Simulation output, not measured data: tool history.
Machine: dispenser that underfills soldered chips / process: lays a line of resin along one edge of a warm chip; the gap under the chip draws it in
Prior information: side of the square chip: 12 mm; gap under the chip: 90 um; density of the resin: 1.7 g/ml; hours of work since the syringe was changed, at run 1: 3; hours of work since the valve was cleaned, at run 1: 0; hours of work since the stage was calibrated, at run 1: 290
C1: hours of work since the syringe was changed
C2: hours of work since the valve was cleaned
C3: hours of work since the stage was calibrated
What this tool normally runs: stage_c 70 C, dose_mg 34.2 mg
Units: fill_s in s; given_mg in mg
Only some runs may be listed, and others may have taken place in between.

Run 1, hour 0: usual settings; C1 3; C2 0; C3 290. Result: fill_s 84 s, given_mg 34.23 mg.
At hour 5: new syringe of resin.
Run 2, hour 6.4: usual settings but dose_mg 34.5 mg; C1 1; C2 4; C3 294. Result: fill_s 76.5 s, given_mg 34.51 mg.
At hour 14.6: new syringe of resin.
Run 3, hour 17.4: usual settings but dose_mg 34.5 mg; C1 2; C2 11; C3 301. Result: fill_s 80.1 s, given_mg 34.42 mg.
Run 4, hour 23: usual settings but dose_mg 34.5 mg; C1 6; C2 15; C3 305. Result: fill_s 96.8 s, given_mg 34.21 mg.
At hour 24.6: new syringe of resin.
Run 5, hour 33.9: usual settings but stage_c 79 C; C1 6; C2 22; C3 312. Result: fill_s 71.1 s, given_mg 33.91 mg.
At hour 35.1: new syringe of resin.
Run 6, hour 41.3: usual settings; C1 4; C2 27; C3 317. Result: fill_s 88.5 s, given_mg 33.86 mg.
At hour 45.1: new syringe of resin.
Run 7, hour 49.4: usual settings; C1 3; C2 32; C3 322. Result: fill_s 79.9 s, given_mg 33.85 mg.
At hour 55.1: new syringe of resin.
Run 8, hour 58.8: usual settings; C1 3; C2 38; C3 328. Result: fill_s 81.2 s, given_mg 33.61 mg.
At hour 64.9: new syringe of resin.
Run 9, hour 68: usual settings; C1 2; C2 44; C3 334. Result: fill_s 79 s, given_mg 33.64 mg.
At hour 74.4: new syringe of resin.
Run 10, hour 77.7: usual settings but stage_c 55 C; C1 2; C2 51; C3 341. Result: fill_s 146.8 s, given_mg 33.49 mg.
At hour 84.2: new syringe of resin.
Run 11, hour 84.2: usual settings but stage_c 72 C, dose_mg 33.1 mg; C1 0; C2 55; C3 345. Result: fill_s 65.6 s, given_mg 32.31 mg.
Run 12, hour 92.9: usual settings but stage_c 72 C, dose_mg 33.1 mg; C1 6; C2 61; C3 351. Result: fill_s 90.9 s, given_mg 32.12 mg.
At hour 94.1: new syringe of resin.
Run 13, hour 98: usual settings but stage_c 58 C, dose_mg 29.4 mg; C1 3; C2 64; C3 354. Result: fill_s 132.1 s, given_mg 28.44 mg.
At hour 104.1: new syringe of resin.
Run 14, hour 108.5: usual settings but stage_c 60 C, dose_mg 29.4 mg; C1 3; C2 71; C3 361. Result: fill_s 127.9 s, given_mg 28.46 mg.
At hour 114.4: new syringe of resin.
Run 15, hour 115.1: usual settings but stage_c 66 C, dose_mg 29.4 mg; C1 0; C2 75; C3 365. Result: fill_s 85.5 s, given_mg 28.41 mg.
At hour 124.1: new syringe of resin.
Run 16, hour 124.4: usual settings but stage_c 69 C, dose_mg 35.1 mg; C1 0; C2 81; C3 371. Result: fill_s 74.6 s, given_mg 33.73 mg.

For run 17, what comes out?
Run 17, hour 132.8: usual settings but stage_c 74 C, dose_mg 35.6 mg; C1 6; C2 87; C3 377. Result: fill_s ?, given_mg ?.

fill_s: 83.1 s
given_mg: 34.29 mg
Were there no unlogged condition in the tool, this run, its random variation unchanged, would have produced fill_s 65.5 s, given_mg 35.73 mg.
